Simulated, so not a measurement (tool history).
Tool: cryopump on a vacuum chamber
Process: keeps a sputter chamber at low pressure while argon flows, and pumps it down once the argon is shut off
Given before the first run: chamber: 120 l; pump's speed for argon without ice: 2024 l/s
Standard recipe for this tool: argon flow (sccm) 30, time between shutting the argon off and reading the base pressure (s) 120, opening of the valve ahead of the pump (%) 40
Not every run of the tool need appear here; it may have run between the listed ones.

run	hour	argon flow (sccm)	time between shutting the argon off and reading the base pressure (s)	opening of the valve ahead of the pump (%)	pressure while argon flows (Pa)	pressure after the wait (uPa)
1	0.0	30	120	40	0.0651	1.83
2	119.6	30	120	40	0.0668	1.95
3	233.5	30	120	40	0.0656	2.04
4	335.3	30	120	40	0.0666	2.10
5	434.8	30	120	40	0.0677	2.11
6	495.7	30	120	23	0.1135	2.21
7	577.8	30	120	23	0.1141	2.24
8	642.8	30	130	40	0.0683	2.30
9	730.6	30	130	40	0.0692	2.46
10	849.7	30	130	40	0.0696	2.56
11	907.0	30	130	40	0.0698	2.49
12	1022.7	30	48	40	0.0701	2.82
# hour 1082.7: leaking fittings of the chamber tightened, without venting
13	1143.8	22	48	26	0.0767	0.59
14	1193.3	42	129	16	0.2299	0.41
15	1292.5	41	35	19	0.1936	0.78
# hour 1368.3: pump warmed up, emptied and cooled again
16	1393.0	28	177	17	0.1376	0.39
17	1465.6	13	41	56	0.0194	0.74
18	1522.7	17	182	40	0.0369	0.39
19	1581.5	38	79	60	0.0544	0.57

Some steps in pressure while argon flows (Pa), run to run, broken into two amounts with sign: the step expected even without the hidden condition (settings, incoming material, random variation), and the rest, left for the hidden condition together with whatever gauge scatter is not in both the measured and the hidden-condition-free result:
Hidden conditions of the tool in this case: pump's speed, % of a pump's without ice; cold plate's temperature, K; leak into the chamber, uPa l/s; drift of the gauge itself on working_pa, %; drift of the gauge itself on base_upa, %.
Run 13 -> 14: argon flow (sccm) 22 -> 42, time between shutting the argon off and reading the base pressure (s) 48 -> 129, opening of the valve ahead of the pump (%) 26 -> 16. pressure while argon flows (Pa) +0.1532: hidden state +0.0059, all else +0.1473.
Run 15 -> 16: argon flow (sccm) 41 -> 28, time between shutting the argon off and reading the base pressure (s) 35 -> 177, opening of the valve ahead of the pump (%) 19 -> 17, pump warmed up, emptied and cooled again. pressure while argon flows (Pa) -0.0560: hidden state -0.0121, all else -0.0439.
